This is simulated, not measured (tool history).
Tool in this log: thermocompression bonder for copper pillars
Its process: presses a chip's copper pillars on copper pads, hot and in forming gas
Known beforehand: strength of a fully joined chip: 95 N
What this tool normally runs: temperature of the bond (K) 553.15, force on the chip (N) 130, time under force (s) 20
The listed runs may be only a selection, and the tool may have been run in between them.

| run | hour | temperature of the bond (K) | force on the chip (N) | time under force (s) | force that shears a chip off (N) |
|---|---|---|---|---|---|
| 1 | 0.0 | 553.15 | 130 | 20 | 43.5 |
| 2 | 57.8 | 553.15 | 130 | 20 | 43.2 |
| 3 | 91.5 | 553.15 | 130 | 20 | 43.0 |
| 4 | 120.8 | 553.15 | 130 | 20 | 43.5 |
| 5 | 182.4 | 553.15 | 130 | 20 | 43.3 |
|  | 207.7 | forming gas filter changed |
| 6 | 252.0 | 553.15 | 130 | 29 | 51.7 |
| 7 | 300.2 | 553.15 | 130 | 29 | 52.5 |
| 8 | 366.3 | 553.15 | 130 | 20 | 45.9 |
| 9 | 418.6 | 553.15 | 130 | 20 | 44.7 |
| 10 | 454.2 | 553.15 | 130 | 20 | 45.9 |
| 11 | 508.8 | 553.15 | 130 | 20 | 44.9 |
| 12 | 576.8 | 553.15 | 130 | 20 | 44.7 |
| 13 | 616.0 | 553.15 | 130 | 20 | 43.5 |
| 14 | 666.4 | 526.15 | 130 | 20 | 32.7 |
|  | 691.5 | force cell calibrated |
| 15 | 706.0 | 553.15 | 130 | 20 | 43.1 |
| 16 | 751.4 | 553.15 | 130 | 20 | 41.8 |
| 17 | 802.4 | 553.15 | 130 | 20 | 42.5 |
| 18 | 846.3 | 553.15 | 130 | 20 | 42.4 |
| 19 | 892.2 | 553.15 | 130 | 20 | 43.0 |
| 20 | 941.0 | 553.15 | 130 | 20 | 41.1 |
|  | 974.0 | force cell calibrated, once more |
| 21 | 995.8 | 537.15 | 86 | 51 | 37.7 |
|  | 1007.2 | forming gas filter changed |
| 22 | 1028.0 | 551.15 | 114 | 59 | 59.8 |
| 23 | 1093.2 | 553.15 | 179 | 20 | 56.8 |
| 24 | 1141.5 | 553.15 | 179 | 20 | 56.9 |
| 25 | 1187.6 | 579.15 | 148 | 42 | 73.8 |
| 26 | 1223.0 | 553.15 | 156 | 12 | 43.2 |
| 27 | 1266.9 | 553.15 | 139 | 23 | 49.6 |
| 28 | 1331.2 | 545.15 | 130 | 27 | 45.8 |
| 29 | 1396.7 | 551.15 | 135 | 36 | 52.9 |
| 30 | 1463.5 | 530.15 | 106 | 58 | 42.9 |
| 31 | 1506.6 | 537.15 | 106 | 47 | 42.2 |
| 32 | 1566.8 | 572.15 | 121 | 14 | 42.9 |
| 33 | 1620.5 | 531.15 | 163 | 18 | 38.3 |
| 34 | 1672.1 | 550.15 | 125 | 47 | 53.9 |
| 35 | 1716.0 | 550.15 | 125 | 47 | 53.0 |
| 36 | 1776.2 | 550.15 | 83 | 12 | 22.6 |
|  | 1805.2 | forming gas filter changed |
| 37 | 1823.5 | 550.15 | 83 | 12 | 24.9 |
| 38 | 1856.1 | 550.15 | 83 | 12 | 24.2 |
| 39 | 1903.9 | 543.15 | 120 | 23 | 40.5 |

Here are 3 independent what-if runs from the current tool condition. What would each one return?
| A | 1953.0 | 538.15 | 191 | 23 | ? |
| B | 1953.0 | 544.15 | 195 | 27 | ? |
| C | 1953.0 | 549.15 | 152 | 60 | ? |

| run | force that shears a chip off (N) |
|---|---|
| A | 52.7 |
| B | 59.1 |
| C | 66.2 |
Take away the tool's hidden state, keep each run's random variation, and the runs would have read:
| run | force that shears a chip off (N) |
|---|---|
| A | 57.0 |
| B | 63.4 |
| C | 70.5 |
